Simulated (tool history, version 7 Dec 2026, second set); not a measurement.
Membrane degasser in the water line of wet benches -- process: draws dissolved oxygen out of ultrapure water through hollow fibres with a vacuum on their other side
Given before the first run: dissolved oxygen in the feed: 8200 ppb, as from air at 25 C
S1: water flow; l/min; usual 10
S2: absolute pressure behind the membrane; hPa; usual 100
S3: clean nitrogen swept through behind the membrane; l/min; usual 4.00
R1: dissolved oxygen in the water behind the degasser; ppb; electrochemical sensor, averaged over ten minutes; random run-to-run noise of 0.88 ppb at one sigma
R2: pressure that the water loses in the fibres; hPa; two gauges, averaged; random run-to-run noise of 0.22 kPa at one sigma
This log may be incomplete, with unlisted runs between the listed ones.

| run | hour | S1 | S2 | S3 | R1 | R2 |
|---|---|---|---|---|---|---|
| 1 | 0.0 | 10 | 100 | 4.00 | 84.0 | 541.1 |
| 2 | 108.6 | 10 | 100 | 4.00 | 85.4 | 539.7 |
| 3 | 183.8 | 10 | 100 | 4.00 | 85.3 | 543.4 |
| 4 | 319.4 | 10 | 100 | 4.00 | 85.0 | 546.4 |
| 5 | 379.0 | 10 | 90 | 4.00 | 80.2 | 543.1 |
| 6 | 475.1 | 10 | 90 | 4.00 | 80.8 | 545.1 |
| 7 | 603.6 | 10 | 100 | 4.00 | 85.9 | 547.6 |
| 8 | 736.0 | 10 | 100 | 4.00 | 87.8 | 547.8 |
| 9 | 808.9 | 10 | 100 | 4.00 | 88.4 | 549.6 |
| 10 | 892.0 | 10 | 100 | 4.00 | 88.2 | 548.6 |
| 11 | 1017.0 | 10 | 100 | 4.00 | 87.6 | 548.5 |
| 12 | 1076.6 | 12 | 100 | 4.00 | 130.0 | 658.6 |
| 13 | 1146.8 | 12 | 100 | 4.00 | 132.4 | 652.4 |
| 14 | 1247.3 | 12 | 100 | 4.00 | 131.8 | 657.9 |
| 15 | 1319.5 | 10 | 100 | 4.00 | 89.7 | 551.0 |
| 16 | 1430.1 | 10 | 100 | 4.00 | 90.0 | 552.5 |
| 17 | 1540.7 | 10 | 100 | 4.00 | 91.3 | 551.7 |
|  | 1549.4 | vacuum gauge calibrated |
| 18 | 1665.6 | 10 | 100 | 4.00 | 90.0 | 548.4 |
| 19 | 1793.7 | 10 | 100 | 4.00 | 93.6 | 553.0 |
| 20 | 1883.3 | 10 | 100 | 4.00 | 90.6 | 554.6 |
|  | 1930.3 | vacuum gauge calibrated, once more |
| 21 | 2005.5 | 15 | 232 | 4.00 | 332.5 | 828.1 |
| 22 | 2079.3 | 15 | 149 | 3.95 | 263.0 | 831.8 |
| 23 | 2138.0 | 15 | 103 | 3.95 | 222.1 | 830.1 |
| 24 | 2241.8 | 14 | 175 | 3.95 | 258.5 | 781.5 |
| 25 | 2311.2 | 15 | 100 | 4.00 | 217.9 | 836.9 |
| 26 | 2374.5 | 10 | 100 | 10.30 | 65.7 | 555.9 |
|  | 2395.2 | seals of the vacuum lines changed |
| 27 | 2439.2 | 14 | 100 | 3.41 | 198.8 | 785.1 |
| 28 | 2549.1 | 9 | 100 | 3.41 | 78.7 | 500.4 |
| 29 | 2634.0 | 7 | 96 | 4.49 | 38.6 | 388.6 |

The next listed run, before its measurement:
| 30 | 2772.1 | 10 | 96 | 4.49 | ? | ? |

Run 30 gave R1 84.8 ppb, R2 563.8 hPa.
With the hidden condition absent and the run-to-run variation left alone, this run would have shown R1 76.1 ppb, R2 544.9 hPa.
